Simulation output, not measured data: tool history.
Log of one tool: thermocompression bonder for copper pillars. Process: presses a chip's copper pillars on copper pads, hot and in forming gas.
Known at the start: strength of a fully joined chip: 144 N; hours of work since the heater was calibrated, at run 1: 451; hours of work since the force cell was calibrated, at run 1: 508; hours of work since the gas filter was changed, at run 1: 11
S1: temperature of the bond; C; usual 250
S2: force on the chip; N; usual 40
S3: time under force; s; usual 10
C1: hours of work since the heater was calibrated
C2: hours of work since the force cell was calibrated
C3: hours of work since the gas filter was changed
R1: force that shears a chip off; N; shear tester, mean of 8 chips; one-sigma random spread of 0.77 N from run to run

| run | hour | S1 | S2 | S3 | C1 | C2 | C3 | R1 |
|---|---|---|---|---|---|---|---|---|
| 1 | 0.0 | 250 | 40 | 10 | 451 | 508 | 11 | 63.3 |
| 2 | 19.3 | 250 | 40 | 10 | 459 | 516 | 19 | 64.1 |
| 3 | 55.9 | 224 | 40 | 10 | 474 | 531 | 34 | 44.9 |
| 4 | 77.5 | 224 | 40 | 10 | 483 | 540 | 43 | 45.6 |
| 5 | 106.4 | 224 | 40 | 10 | 495 | 552 | 55 | 45.5 |
| 6 | 143.2 | 224 | 40 | 10 | 510 | 567 | 70 | 44.1 |
| 7 | 163.1 | 250 | 40 | 10 | 518 | 575 | 78 | 62.0 |
| 8 | 188.6 | 250 | 40 | 6 | 528 | 586 | 89 | 51.5 |
| 9 | 223.6 | 250 | 40 | 6 | 543 | 600 | 103 | 51.3 |
| 10 | 257.1 | 250 | 40 | 6 | 557 | 614 | 117 | 50.3 |
| 11 | 291.5 | 250 | 40 | 6 | 571 | 628 | 131 | 51.4 |
| 12 | 317.0 | 250 | 40 | 6 | 581 | 639 | 142 | 50.9 |
| 13 | 344.3 | 269 | 40 | 6 | 593 | 650 | 153 | 62.0 |
| 14 | 361.5 | 250 | 40 | 10 | 600 | 657 | 160 | 61.0 |
| 15 | 380.6 | 246 | 40 | 10 | 608 | 665 | 168 | 59.9 |
| 16 | 418.8 | 246 | 40 | 10 | 623 | 681 | 183 | 57.8 |
| 17 | 448.3 | 250 | 40 | 10 | 635 | 693 | 196 | 60.2 |
| 18 | 482.2 | 250 | 40 | 10 | 649 | 707 | 210 | 60.0 |
| 19 | 505.2 | 250 | 40 | 10 | 659 | 716 | 219 | 60.0 |
| 20 | 534.0 | 250 | 40 | 10 | 671 | 728 | 231 | 61.3 |
| 21 | 566.1 | 250 | 40 | 10 | 684 | 741 | 244 | 61.1 |
| 22 | 593.9 | 250 | 40 | 10 | 695 | 753 | 256 | 58.3 |
|  | 600.8 | forming gas filter changed |
| 23 | 617.4 | 250 | 40 | 17 | 705 | 762 | 7 | 76.5 |
| 24 | 649.8 | 250 | 52 | 10 | 718 | 776 | 20 | 83.9 |
| 25 | 668.3 | 276 | 40 | 7 | 726 | 783 | 28 | 77.3 |
| 26 | 694.0 | 276 | 40 | 7 | 736 | 794 | 38 | 76.7 |
| 27 | 716.1 | 250 | 32 | 9 | 746 | 803 | 48 | 50.2 |
| 28 | 750.2 | 250 | 49 | 10 | 760 | 817 | 62 | 79.8 |
| 29 | 777.4 | 250 | 49 | 10 | 771 | 828 | 73 | 79.9 |
| 30 | 806.7 | 250 | 49 | 10 | 783 | 840 | 85 | 79.8 |
| 31 | 825.3 | 232 | 40 | 10 | 791 | 848 | 93 | 52.4 |
| 32 | 863.3 | 232 | 40 | 10 | 806 | 864 | 108 | 52.2 |
| 33 | 889.9 | 250 | 56 | 5 | 817 | 875 | 119 | 70.1 |
| 34 | 922.7 | 250 | 56 | 5 | 831 | 888 | 133 | 70.9 |
| 35 | 944.5 | 250 | 56 | 5 | 840 | 897 | 142 | 70.8 |
| 36 | 964.0 | 240 | 31 | 5 | 848 | 905 | 150 | 33.0 |
| 37 | 993.2 | 248 | 48 | 15 | 860 | 917 | 162 | 84.3 |
| 38 | 1017.6 | 248 | 48 | 15 | 870 | 927 | 172 | 86.6 |
| 39 | 1056.0 | 222 | 28 | 11 | 886 | 943 | 188 | 31.0 |

Alternative continuations, all from the tool just after run 39; predict every row:
| A | 1092.2 | 250 | 53 | 14 | 901 | 958 | 203 | ? |
| B | 1092.2 | 262 | 55 | 6 | 901 | 958 | 203 | ? |
| C | 1092.2 | 222 | 54 | 11 | 901 | 958 | 203 | ? |
| D | 1092.2 | 235 | 50 | 7 | 901 | 958 | 203 | ? |
| E | 1092.2 | 240 | 40 | 9 | 901 | 958 | 203 | ? |

| run | R1 |
|---|---|
| A | 89.9 |
| B | 81.2 |
| C | 63.8 |
| D | 60.2 |
| E | 54.1 |
With no hidden state in the tool, these same runs would have given:
| run | R1 |
|---|---|
| A | 86.0 |
| B | 76.9 |
| C | 58.4 |
| D | 55.1 |
| E | 49.2 |

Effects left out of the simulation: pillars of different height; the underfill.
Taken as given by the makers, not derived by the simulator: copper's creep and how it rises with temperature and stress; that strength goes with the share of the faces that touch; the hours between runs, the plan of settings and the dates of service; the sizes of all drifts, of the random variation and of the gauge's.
